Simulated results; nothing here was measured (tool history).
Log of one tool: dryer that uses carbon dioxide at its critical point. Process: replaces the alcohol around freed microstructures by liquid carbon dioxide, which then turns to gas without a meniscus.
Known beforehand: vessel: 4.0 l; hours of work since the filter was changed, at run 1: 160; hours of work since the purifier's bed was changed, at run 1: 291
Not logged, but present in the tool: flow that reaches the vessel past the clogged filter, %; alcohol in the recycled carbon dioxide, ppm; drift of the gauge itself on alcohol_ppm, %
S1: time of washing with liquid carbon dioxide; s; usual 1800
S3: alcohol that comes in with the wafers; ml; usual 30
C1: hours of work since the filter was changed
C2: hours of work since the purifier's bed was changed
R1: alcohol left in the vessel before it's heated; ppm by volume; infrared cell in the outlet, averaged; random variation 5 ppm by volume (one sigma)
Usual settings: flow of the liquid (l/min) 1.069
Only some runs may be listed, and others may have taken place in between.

Run 1, hour 0: usual settings; C1 160; C2 291. Result: R1 76 ppm by volume.
Run 2, hour 28.1: usual settings but flow of the liquid (l/min) 1.73; C1 172; C2 303. Result: R1 71 ppm by volume.
Run 3, hour 44.2: usual settings but flow of the liquid (l/min) 1.73; C1 179; C2 310. Result: R1 72 ppm by volume.
At hour 48.2: inlet filter changed.
Run 4, hour 57.7: usual settings; C1 4; C2 315. Result: R1 79 ppm by volume.
Run 5, hour 87.7: usual settings; C1 17; C2 328. Result: R1 73 ppm by volume.
Run 6, hour 115.8: usual settings but flow of the liquid (l/min) 1.14; C1 29; C2 340. Result: R1 88 ppm by volume.
Run 7, hour 131.3: usual settings but flow of the liquid (l/min) 1.14; C1 36; C2 347. Result: R1 88 ppm by volume.
Run 8, hour 155.5: usual settings but flow of the liquid (l/min) 1.14; C1 46; C2 357. Result: R1 81 ppm by volume.
Run 9, hour 175.4: usual settings but flow of the liquid (l/min) 0.67; C1 55; C2 366. Result: R1 155 ppm by volume.
Run 10, hour 199.7: usual settings but flow of the liquid (l/min) 0.67; C1 65; C2 376. Result: R1 145 ppm by volume.
Run 11, hour 218.5: usual settings; C1 73; C2 384. Result: R1 92 ppm by volume.
Run 12, hour 243.8: usual settings; C1 84; C2 395. Result: R1 99 ppm by volume.
Run 13, hour 257.8: usual settings but S1 1380 s; C1 90; C2 401. Result: R1 121 ppm by volume.
Run 14, hour 279.3: usual settings but S1 1920 s; C1 99; C2 410. Result: R1 91 ppm by volume.
Run 15, hour 308.4: usual settings but flow of the liquid (l/min) 1.17; C1 112; C2 423. Result: R1 100 ppm by volume.
Run 16, hour 328: usual settings but S1 2880 s; C1 120; C2 431. Result: R1 100 ppm by volume.
Run 17, hour 350.8: usual settings but S1 2880 s, flow of the liquid (l/min) 1.45; C1 130; C2 441. Result: R1 99 ppm by volume.
Run 18, hour 363.4: usual settings but S1 1620 s, flow of the liquid (l/min) 1.09, S3 28 ml; C1 135; C2 446. Result: R1 116 ppm by volume.
Run 19, hour 390.8: usual settings but S1 1500 s, flow of the liquid (l/min) 1.03, S3 79 ml; C1 147; C2 458. Result: R1 176 ppm by volume.
Run 20, hour 408.5: usual settings but S1 1500 s, flow of the liquid (l/min) 1.03, S3 79 ml; C1 155; C2 466. Result: R1 183 ppm by volume.
Run 21, hour 436.9: usual settings but S1 1500 s, flow of the liquid (l/min) 1.03, S3 79 ml; C1 167; C2 478. Result: R1 189 ppm by volume.
Run 22, hour 463.6: usual settings but S3 97 ml; C1 179; C2 489. Result: R1 146 ppm by volume.
At hour 469.4: inlet filter changed.
Run 23, hour 478.8: usual settings but S3 67 ml; C1 4; C2 496. Result: R1 124 ppm by volume.
Run 24, hour 499.5: usual settings but S3 31 ml; C1 13; C2 504. Result: R1 107 ppm by volume.
Run 25, hour 519.1: usual settings but S1 2580 s, flow of the liquid (l/min) 1.71, S3 73 ml; C1 21; C2 513. Result: R1 108 ppm by volume.
Run 26, hour 541.8: usual settings but S1 1440 s, flow of the liquid (l/min) 1.35, S3 44 ml; C1 31; C2 523. Result: R1 127 ppm by volume.
Run 27, hour 557.7: usual settings but S1 1680 s, flow of the liquid (l/min) 0.66, S3 32 ml; C1 38; C2 529. Result: R1 221 ppm by volume.
Run 28, hour 577.4: usual settings but flow of the liquid (l/min) 1.19, S3 42 ml; C1 46; C2 538. Result: R1 115 ppm by volume.
Run 29, hour 599: usual settings but flow of the liquid (l/min) 1.19, S3 42 ml; C1 56; C2 547. Result: R1 122 ppm by volume.
Run 30, hour 620.8: usual settings but S1 1320 s, flow of the liquid (l/min) 1.09, S3 21 ml; C1 65; C2 557. Result: R1 145 ppm by volume.
Run 31, hour 650: usual settings but S1 1260 s, flow of the liquid (l/min) 1.8; C1 78; C2 569. Result: R1 127 ppm by volume.
Run 32, hour 671.2: usual settings but S1 1260 s, flow of the liquid (l/min) 1.8; C1 87; C2 578. Result: R1 130 ppm by volume.

3 ways to go on from here, each from the tool as it stands after run 32. What would each give?
Run A, hour 688: usual settings but S1 1260 s, flow of the liquid (l/min) 0.78, S3 22 ml; C1 94; C2 585. Result: R1 ?.
Run B, hour 688: usual settings but S1 1320 s; C1 94; C2 585. Result: R1 ?.
Run C, hour 688: usual settings but S1 1140 s; C1 94; C2 585. Result: R1 ?.

run   R1
  A  260
  B  168
  C  201
With no hidden state in the tool, these same runs would have given:
run   R1
  A  101
  B   30
  C   55

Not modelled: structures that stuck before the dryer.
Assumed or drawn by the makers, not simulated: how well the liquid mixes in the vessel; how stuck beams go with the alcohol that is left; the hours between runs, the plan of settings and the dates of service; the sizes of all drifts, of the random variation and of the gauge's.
